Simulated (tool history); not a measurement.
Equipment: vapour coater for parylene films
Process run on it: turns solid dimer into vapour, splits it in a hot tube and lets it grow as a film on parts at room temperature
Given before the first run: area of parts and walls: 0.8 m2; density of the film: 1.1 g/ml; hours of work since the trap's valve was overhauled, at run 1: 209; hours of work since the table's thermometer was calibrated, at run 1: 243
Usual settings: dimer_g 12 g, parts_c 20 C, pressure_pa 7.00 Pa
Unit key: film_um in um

run   hour  dimer_g  parts_c  pressure_pa  hours of work since the trap's valve was overhauled  hours of work since the table's thermometer was calibrated  film_um
  1    0.0       12       20         7.00                                                  209                                                         243     6.50
  2   52.3       12       20         7.00                                                  248                                                         282     6.36
  3   92.5       12       21         7.00                                                  278                                                         312     6.17
  4  120.7       12       20         7.00                                                  299                                                         333     6.33
  5  147.5       12       20         7.00                                                  319                                                         353     6.25
  6  171.4        9       20         7.00                                                  337                                                         371     4.76
  7  204.8       11       20         7.00                                                  361                                                         396     5.57
  8  250.5       12       20         7.00                                                  395                                                         430     6.18
  9  291.1       12       20         7.00                                                  426                                                         460     6.26
 10  317.3       12       20         7.00                                                  445                                                         479     6.18
 11  344.7       12       20         7.00                                                  465                                                         500     6.10
     366.1  -- trap's valve overhauled
 12  373.7       10       14         7.00                                                    6                                                         518     7.16
 13  396.2       10       14         7.00                                                   22                                                         535     7.00
 14  442.0        6       14         7.76                                                   56                                                         569     4.19
 15  465.2        6       14         3.44                                                   74                                                         586     4.92
 16  504.0        6       14         3.44                                                  103                                                         615     4.90
 17  535.4        5       14         8.75                                                  126                                                         639     3.33
 18  571.7       12       20         9.48                                                  153                                                         666     6.27
 19  593.1        7       20         2.86                                                  169                                                         681     4.64
 20  636.4       17       20         7.76                                                  201                                                         714     9.09
 21  673.8       17       20         7.76                                                  229                                                         741     9.03
 22  713.9       17       21         9.79                                                  259                                                         771     8.28

Consider 4 possible next runs. They are alternatives, not a sequence: every one starts from the tool as it was left by run 22. What does each give?
  A  741.8        7       26         4.31                                                  279                                                         792        ?
  B  741.8       11       20         7.03                                                  279                                                         792        ?
  C  741.8       12       29         9.79                                                  279                                                         792        ?
  D  741.8        8       21         9.79                                                  279                                                         792        ?

run  film_um
  A     3.30
  B     5.98
  C     4.37
  D     3.82
Stripped of hidden state, with their random variation kept, the same runs would have yielded:
run  film_um
  A     3.46
  B     6.26
  C     4.57
  D     4.00
